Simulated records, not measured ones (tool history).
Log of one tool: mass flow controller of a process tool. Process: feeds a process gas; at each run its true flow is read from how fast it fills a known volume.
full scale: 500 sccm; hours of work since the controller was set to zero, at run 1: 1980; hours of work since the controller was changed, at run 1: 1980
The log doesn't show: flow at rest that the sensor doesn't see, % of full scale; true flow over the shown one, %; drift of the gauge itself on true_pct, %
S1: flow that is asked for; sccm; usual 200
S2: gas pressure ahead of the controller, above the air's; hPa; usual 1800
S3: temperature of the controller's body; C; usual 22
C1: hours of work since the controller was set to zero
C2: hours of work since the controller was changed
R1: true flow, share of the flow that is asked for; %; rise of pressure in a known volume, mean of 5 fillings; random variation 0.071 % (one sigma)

run    hour   S1    S2  S3    C1    C2      R1
  1       0  200  1800  22  1980  1980  101.28
  2    71.2  200  1800  22  2009  2009  101.32
  3   158.4  200  1800  21  2044  2044  101.46
  4   307.3  200  1800  22  2103  2103  101.38
  5   380.8  200  1800  34  2133  2133  100.17
  6   504.7  200  1800  34  2182  2182  100.17
  7   586.8  200  1800  34  2215  2215  100.28
  8   725.9  200  1800  22  2271  2271  101.66
  9   830.9  200  1800  22  2313  2313  101.59
 10   964.8  200  1800  22  2367  2367  101.65
 11  1051.4  200  1800  22  2401  2401  101.69
 12  1191.8  200  1800  22  2457  2457  101.74
 13  1295.3  109  1800  22  2499  2499  102.31
 14  1441.2  200  1800  22  2557  2557  101.81
 15  1504.4  200  1800  22  2583  2583  101.99
 16  1585.8  200  1800  22  2615  2615  101.84
 17  1708.8   97  2610  23  2665  2665  102.14
 18  1794.5   97  2610  23  2699  2699  102.31
 19  1861.1   97  2610  23  2725  2725  102.21
 20  2009.8   97  2550  30  2785  2785  101.69
 21  2163.6   80  1410  25  2847  2847  103.49
 22  2303.4   80  1410  25  2903  2903  103.49
 23  2370.4  383  1520  25  2929  2929  101.93
 24  2457.8   93  1400  26  2964  2964  103.08
 25  2570.3   93  1400  26  3010  3010   103.2
 26  2677.4   93  1400  26  3052  3052  103.39
 27  2828.1   93  1400  26  3113  3113  103.31
 28  2952.1  200  2170  22  3162  3162  102.14
 29  3077.9  200  2170  22  3213  3213  102.12
 30  3221.6  200  2170  22  3270  3270  102.23
 31  3295.8  305  1430  22  3300  3300  102.62
 32  3362.3  307  2520  31  3327  3327     101

Hidden state or all else? Some run-to-run changes of R1, split into what the settings, what came in and random variation would give without the hidden state, and what is left for the hidden state (with any gauge scatter that isn't in both results):
Run 20 -> 21: S1 97 -> 80, S2 2550 -> 1410, S3 30 -> 25. R1 +1.8 %: hidden state +0.6, all else +1.2.
Run 22 -> 23: S1 80 -> 383, S2 1410 -> 1520. R1 -1.56 %: hidden state -2.38, all else +0.82.
Run 23 -> 24: S1 383 -> 93, S2 1520 -> 1400, S3 25 -> 26. R1 +1.15 %: hidden state +2.04, all else -0.89.
Run 27 -> 28: S1 93 -> 200, S2 1400 -> 2170, S3 26 -> 22. R1 -1.17 %: hidden state -1.43, all else +0.26.
Run 31 -> 32: S1 305 -> 307, S2 1430 -> 2520, S3 22 -> 31. R1 -1.62 %: hidden state +0.02, all else -1.64.
